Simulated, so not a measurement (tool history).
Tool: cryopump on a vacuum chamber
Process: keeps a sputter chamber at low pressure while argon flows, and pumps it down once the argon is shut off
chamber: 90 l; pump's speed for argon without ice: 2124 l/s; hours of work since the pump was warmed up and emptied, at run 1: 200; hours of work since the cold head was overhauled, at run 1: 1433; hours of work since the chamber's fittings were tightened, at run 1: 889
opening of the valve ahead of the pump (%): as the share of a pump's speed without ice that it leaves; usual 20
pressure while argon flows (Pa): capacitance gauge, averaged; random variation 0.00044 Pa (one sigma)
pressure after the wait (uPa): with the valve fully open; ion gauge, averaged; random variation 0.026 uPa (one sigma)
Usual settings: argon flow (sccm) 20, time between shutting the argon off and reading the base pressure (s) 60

run    hour  argon flow (sccm)  time between shutting the argon off and reading the base pressure (s)  opening of the valve ahead of the pump (%)  hours of work since the pump was warmed up and emptied  hours of work since the cold head was overhauled  hours of work since the chamber's fittings were tightened  pressure while argon flows (Pa)  pressure after the wait (uPa)
  1       0                 20                                                                     60                                          20                                                     200                                              1433                                                        889                           0.0808                           1.71
  2    81.7                 20                                                                     60                                          20                                                     258                                              1491                                                        947                           0.0805                           1.78
  3   133.1                 20                                                                     60                                          20                                                     294                                              1527                                                        983                           0.0805                           1.78
  4   171.1                 20                                                                     66                                          20                                                     321                                              1554                                                       1010                           0.0805                           1.77
  5   235.1                 20                                                                     66                                          20                                                     366                                              1599                                                       1055                            0.081                            1.8
  6   302.8                 20                                                                     60                                          20                                                     414                                              1647                                                       1103                           0.0812                           1.97
  7   359.9                 20                                                                     60                                          19                                                     455                                              1688                                                       1144                           0.0857                           1.99
  8   427.4                 20                                                                     60                                          20                                                     502                                              1735                                                       1191                           0.0811                           2.02
  9   477.6                 20                                                                     60                                          20                                                     538                                              1771                                                       1227                           0.0808                           2.11
 10   518.9                  8                                                                     60                                          20                                                     567                                              1800                                                       1256                           0.0324                           2.05
 11   562.5                 23                                                                     60                                          20                                                     598                                              1831                                                       1287                           0.0939                           2.17
 12   637.8                 23                                                                     60                                          20                                                     651                                              1884                                                       1340                           0.0936                           2.13
 13     690                 23                                                                     60                                          20                                                     688                                              1921                                                       1377                            0.094                           2.29
 14   772.1                 23                                                                     81                                          19                                                     746                                              1979                                                       1435                           0.0998                           2.08
 15   812.9                 37                                                                    107                                          22                                                     775                                              2008                                                       1464                           0.1385                           1.84
 16   900.2                 20                                                                     21                                          17                                                     837                                              2070                                                       1526                           0.0977                           4.13
 17   942.1                 20                                                                     21                                          17                                                     866                                              2099                                                       1555                           0.0976                           4.16
 18    1030                 20                                                                     21                                          17                                                     929                                              2162                                                       1618                           0.0969                           4.36
 19  1067.2                 20                                                                     70                                          21                                                     955                                              2188                                                       1644                           0.0797                           2.42
 20  1108.4                 36                                                                    156                                          19                                                     984                                              2217                                                       1673                           0.1569                           2.03
 21  1170.6                 36                                                                    156                                          19                                                    1028                                              2261                                                       1717                           0.1577                           2.17
 22  1239.2                 34                                                                     60                                          20                                                    1077                                              2310                                                       1766                           0.1421                           2.66

Forecast run 23:
 23  1293.4                 34                                                                     60                                          20                                                    1115                                              2348                                                       1804                                ?                              ?

Run 23 gave pressure while argon flows (Pa) 0.143, pressure after the wait (uPa) 2.77.
Without the tool's hidden state the same run would have given pressure while argon flows (Pa) 0.1359, pressure after the wait (uPa) 1.06.
